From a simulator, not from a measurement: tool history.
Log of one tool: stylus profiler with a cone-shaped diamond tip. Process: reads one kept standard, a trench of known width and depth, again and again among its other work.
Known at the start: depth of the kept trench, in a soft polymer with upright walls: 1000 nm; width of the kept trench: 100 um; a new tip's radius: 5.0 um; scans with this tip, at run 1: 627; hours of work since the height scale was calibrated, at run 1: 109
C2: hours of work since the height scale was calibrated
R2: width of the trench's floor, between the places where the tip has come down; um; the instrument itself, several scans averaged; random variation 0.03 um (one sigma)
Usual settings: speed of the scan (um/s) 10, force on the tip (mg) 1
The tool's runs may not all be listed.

{"run": 1, "hour": 0.0, "speed of the scan (um/s)": 10, "force on the tip (mg)": 1, "scans with this tip": 627, "C2": 109, "depth of the trench (Å)": 10062.4, "R2": 93.95}
{"run": 2, "hour": 6.2, "speed of the scan (um/s)": 10, "force on the tip (mg)": 1, "scans with this tip": 655, "C2": 113, "depth of the trench (Å)": 10062.4, "R2": 94.01}
{"run": 3, "hour": 15.7, "speed of the scan (um/s)": 10, "force on the tip (mg)": 1.18, "scans with this tip": 697, "C2": 121, "depth of the trench (Å)": 10065.8, "R2": 93.95}
{"run": 4, "hour": 26.8, "speed of the scan (um/s)": 10, "force on the tip (mg)": 1.07, "scans with this tip": 747, "C2": 129, "depth of the trench (Å)": 10063.7, "R2": 93.92}
{"run": 5, "hour": 35.3, "speed of the scan (um/s)": 10, "force on the tip (mg)": 1.07, "scans with this tip": 785, "C2": 136, "depth of the trench (Å)": 10063.7, "R2": 93.95}
{"run": 6, "hour": 45.7, "speed of the scan (um/s)": 10, "force on the tip (mg)": 1.07, "scans with this tip": 832, "C2": 144, "depth of the trench (Å)": 10062.6, "R2": 93.9}
{"run": 7, "hour": 54.9, "speed of the scan (um/s)": 10, "force on the tip (mg)": 1.07, "scans with this tip": 873, "C2": 151, "depth of the trench (Å)": 10060.8, "R2": 93.92}
{"run": 8, "hour": 64.1, "speed of the scan (um/s)": 10, "force on the tip (mg)": 1.07, "scans with this tip": 915, "C2": 158, "depth of the trench (Å)": 10064.5, "R2": 93.96}
{"run": 9, "hour": 71.8, "speed of the scan (um/s)": 2, "force on the tip (mg)": 1, "scans with this tip": 949, "C2": 164, "depth of the trench (Å)": 10061.6, "R2": 94.01}
{"run": 10, "hour": 85.4, "speed of the scan (um/s)": 3, "force on the tip (mg)": 1, "scans with this tip": 1010, "C2": 175, "depth of the trench (Å)": 10062.3, "R2": 94}
{"run": 11, "hour": 91.6, "speed of the scan (um/s)": 3, "force on the tip (mg)": 1, "scans with this tip": 1038, "C2": 180, "depth of the trench (Å)": 10060.7, "R2": 94.01}
{"run": 12, "hour": 104.5, "speed of the scan (um/s)": 10, "force on the tip (mg)": 1, "scans with this tip": 1096, "C2": 190, "depth of the trench (Å)": 10060.8, "R2": 93.92}
{"run": 13, "hour": 118.0, "speed of the scan (um/s)": 27, "force on the tip (mg)": 1, "scans with this tip": 1156, "C2": 200, "depth of the trench (Å)": 10060.5, "R2": 93.82}
{"run": 14, "hour": 131.7, "speed of the scan (um/s)": 27, "force on the tip (mg)": 1, "scans with this tip": 1218, "C2": 211, "depth of the trench (Å)": 10056.7, "R2": 93.79}
{"run": 15, "hour": 140.8, "speed of the scan (um/s)": 27, "force on the tip (mg)": 1, "scans with this tip": 1259, "C2": 218, "depth of the trench (Å)": 10062.8, "R2": 93.83}
{"run": 16, "hour": 154.5, "speed of the scan (um/s)": 27, "force on the tip (mg)": 1, "scans with this tip": 1320, "C2": 229, "depth of the trench (Å)": 10059.8, "R2": 93.83}
{"run": 17, "hour": 160.9, "speed of the scan (um/s)": 27, "force on the tip (mg)": 1, "scans with this tip": 1349, "C2": 234, "depth of the trench (Å)": 10060.8, "R2": 93.82}
{"run": 18, "hour": 169.7, "speed of the scan (um/s)": 27, "force on the tip (mg)": 1, "scans with this tip": 1388, "C2": 240, "depth of the trench (Å)": 10061.2, "R2": 93.78}
{"run": 19, "hour": 177.6, "speed of the scan (um/s)": 27, "force on the tip (mg)": 1, "scans with this tip": 1424, "C2": 247, "depth of the trench (Å)": 10060.1, "R2": 93.84}
{"run": 20, "hour": 186.4, "speed of the scan (um/s)": 27, "force on the tip (mg)": 0.67, "scans with this tip": 1463, "C2": 253, "depth of the trench (Å)": 10044.9, "R2": 93.83}
{"run": 21, "hour": 195.7, "speed of the scan (um/s)": 19, "force on the tip (mg)": 1.11, "scans with this tip": 1505, "C2": 261, "depth of the trench (Å)": 10062.4, "R2": 93.88}
{"run": 22, "hour": 201.8, "speed of the scan (um/s)": 19, "force on the tip (mg)": 0.53, "scans with this tip": 1532, "C2": 265, "depth of the trench (Å)": 10039.5, "R2": 93.87}
{"run": 23, "hour": 212.1, "speed of the scan (um/s)": 19, "force on the tip (mg)": 0.53, "scans with this tip": 1578, "C2": 273, "depth of the trench (Å)": 10041.3, "R2": 93.82}
{"run": 24, "hour": 221.0, "speed of the scan (um/s)": 19, "force on the tip (mg)": 0.53, "scans with this tip": 1618, "C2": 280, "depth of the trench (Å)": 10040.1, "R2": 93.84}
{"run": 25, "hour": 230.3, "speed of the scan (um/s)": 10, "force on the tip (mg)": 1.27, "scans with this tip": 1660, "C2": 288, "depth of the trench (Å)": 10070.3, "R2": 93.99}
{"run": 26, "hour": 238.8, "speed of the scan (um/s)": 12, "force on the tip (mg)": 0.43, "scans with this tip": 1698, "C2": 294, "depth of the trench (Å)": 10032, "R2": 93.85}
{"run": 27, "hour": 252.3, "speed of the scan (um/s)": 12, "force on the tip (mg)": 0.43, "scans with this tip": 1758, "C2": 305, "depth of the trench (Å)": 10032.7, "R2": 93.86}
{"run": 28, "hour": 259.5, "speed of the scan (um/s)": 20, "force on the tip (mg)": 1.78, "scans with this tip": 1791, "C2": 310, "depth of the trench (Å)": 10088.2, "R2": 93.95}
{"run": 29, "hour": 267.1, "speed of the scan (um/s)": 20, "force on the tip (mg)": 1.78, "scans with this tip": 1825, "C2": 316, "depth of the trench (Å)": 10086.7, "R2": 93.91}
{"run": 30, "hour": 274.6, "speed of the scan (um/s)": 3, "force on the tip (mg)": 1.78, "scans with this tip": 1858, "C2": 322, "depth of the trench (Å)": 10087, "R2": 93.98}
{"run": 31, "hour": 284.1, "speed of the scan (um/s)": 3, "force on the tip (mg)": 1.78, "scans with this tip": 1901, "C2": 329, "depth of the trench (Å)": 10089.5, "R2": 93.99}
{"run": 32, "hour": 294.0, "speed of the scan (um/s)": 33, "force on the tip (mg)": 2.82, "scans with this tip": 1945, "C2": 337, "depth of the trench (Å)": 10121.2, "R2": 93.81}
{"run": 33, "hour": 304.9, "speed of the scan (um/s)": 3, "force on the tip (mg)": 0.44, "scans with this tip": 1994, "C2": 345, "depth of the trench (Å)": 10032.6, "R2": 93.94}
{"run": 34, "hour": 317.6, "speed of the scan (um/s)": 5, "force on the tip (mg)": 1.3, "scans with this tip": 2051, "C2": 355, "depth of the trench (Å)": 10071.8, "R2": 93.93}
{"run": 35, "hour": 329.5, "speed of the scan (um/s)": 31, "force on the tip (mg)": 2.28, "scans with this tip": 2104, "C2": 365, "depth of the trench (Å)": 10105.4, "R2": 93.87}
{"run": 36, "hour": 337.0, "speed of the scan (um/s)": 2, "force on the tip (mg)": 2.28, "scans with this tip": 2138, "C2": 370, "depth of the trench (Å)": 10104.6, "R2": 94}
{"run": 37, "hour": 350.2, "speed of the scan (um/s)": 18, "force on the tip (mg)": 1.6, "scans with this tip": 2197, "C2": 381, "depth of the trench (Å)": 10085.6, "R2": 93.92}
{"run": 38, "hour": 364.6, "speed of the scan (um/s)": 15, "force on the tip (mg)": 0.53, "scans with this tip": 2262, "C2": 392, "depth of the trench (Å)": 10038.8, "R2": 93.84}

Forecast each of these 4 alternatives for the next run:
{"run": "A", "hour": 376.3, "speed of the scan (um/s)": 30, "force on the tip (mg)": 2.22, "scans with this tip": 2315, "C2": 401, "depth of the trench (Å)": "?", "R2": "?"}
{"run": "B", "hour": 376.3, "speed of the scan (um/s)": 3, "force on the tip (mg)": 1.08, "scans with this tip": 2315, "C2": 401, "depth of the trench (Å)": "?", "R2": "?"}
{"run": "C", "hour": 376.3, "speed of the scan (um/s)": 32, "force on the tip (mg)": 2.4, "scans with this tip": 2315, "C2": 401, "depth of the trench (Å)": "?", "R2": "?"}
{"run": "D", "hour": 376.3, "speed of the scan (um/s)": 34, "force on the tip (mg)": 2.18, "scans with this tip": 2315, "C2": 401, "depth of the trench (Å)": "?", "R2": "?"}

run=A depth_of_the_trench_(Å)=10104.4 R2=93.9
run=B depth_of_the_trench_(Å)=10063.3 R2=93.97
run=C depth_of_the_trench_(Å)=10108.2 R2=93.87
run=D depth_of_the_trench_(Å)=10097.7 R2=93.87
Without the tool's hidden state the same runs would have given:
run=A depth_of_the_trench_(Å)=10104.4 R2=93.9
run=B depth_of_the_trench_(Å)=10063.3 R2=93.97
run=C depth_of_the_trench_(Å)=10108.2 R2=93.88
run=D depth_of_the_trench_(Å)=10097.7 R2=93.87
